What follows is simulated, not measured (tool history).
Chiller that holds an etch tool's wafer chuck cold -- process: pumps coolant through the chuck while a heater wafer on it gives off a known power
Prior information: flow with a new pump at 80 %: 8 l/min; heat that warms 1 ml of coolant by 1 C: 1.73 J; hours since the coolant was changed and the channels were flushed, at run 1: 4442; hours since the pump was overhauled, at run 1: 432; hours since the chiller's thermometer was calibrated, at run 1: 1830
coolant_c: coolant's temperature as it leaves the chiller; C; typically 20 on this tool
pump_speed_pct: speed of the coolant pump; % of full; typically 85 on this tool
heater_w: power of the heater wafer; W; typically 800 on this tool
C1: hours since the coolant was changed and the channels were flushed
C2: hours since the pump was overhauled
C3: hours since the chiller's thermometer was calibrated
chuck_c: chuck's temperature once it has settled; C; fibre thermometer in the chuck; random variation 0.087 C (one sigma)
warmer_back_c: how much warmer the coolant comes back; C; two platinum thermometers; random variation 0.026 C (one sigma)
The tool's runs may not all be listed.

Run 1, hour 0: usual settings; C1 4442; C2 432; C3 1830. Result: chuck_c 25.85 C, warmer_back_c 3.31 C.
Run 2, hour 25.5: usual settings; C1 4468; C2 457; C3 1856. Result: chuck_c 25.91 C, warmer_back_c 3.29 C.
Run 3, hour 42.1: usual settings; C1 4484; C2 474; C3 1872. Result: chuck_c 25.75 C, warmer_back_c 3.28 C.
Run 4, hour 78.1: usual settings; C1 4520; C2 510; C3 1908. Result: chuck_c 25.8 C, warmer_back_c 3.31 C.
Run 5, hour 95.5: usual settings; C1 4538; C2 527; C3 1926. Result: chuck_c 25.94 C, warmer_back_c 3.3 C.
Run 6, hour 134.3: usual settings; C1 4577; C2 566; C3 1965. Result: chuck_c 25.87 C, warmer_back_c 3.25 C.
Run 7, hour 170.4: usual settings but coolant_c 15 C, pump_speed_pct 88 % of full, heater_w 530 W; C1 4613; C2 602; C3 2001. Result: chuck_c 18.61 C, warmer_back_c 2.07 C.
At hour 174.6: chiller's thermometer calibrated.
Run 8, hour 203.2: usual settings but coolant_c 12 C, pump_speed_pct 92 % of full, heater_w 808 W; C1 4645; C2 634; C3 29. Result: chuck_c 17.23 C, warmer_back_c 3.13 C.

For run 9, what comes out?
Run 9, hour 224.3: usual settings but pump_speed_pct 64 % of full, heater_w 614 W; C1 4666; C2 655; C3 50. Result: chuck_c ?, warmer_back_c ?.

{"run 9": {"chuck_c": 25.37, "warmer_back_c": 3.29}}
Were there no unlogged condition in the tool, this run, its random variation unchanged, would have produced chuck_c 25.42 C, warmer_back_c 3.27 C.
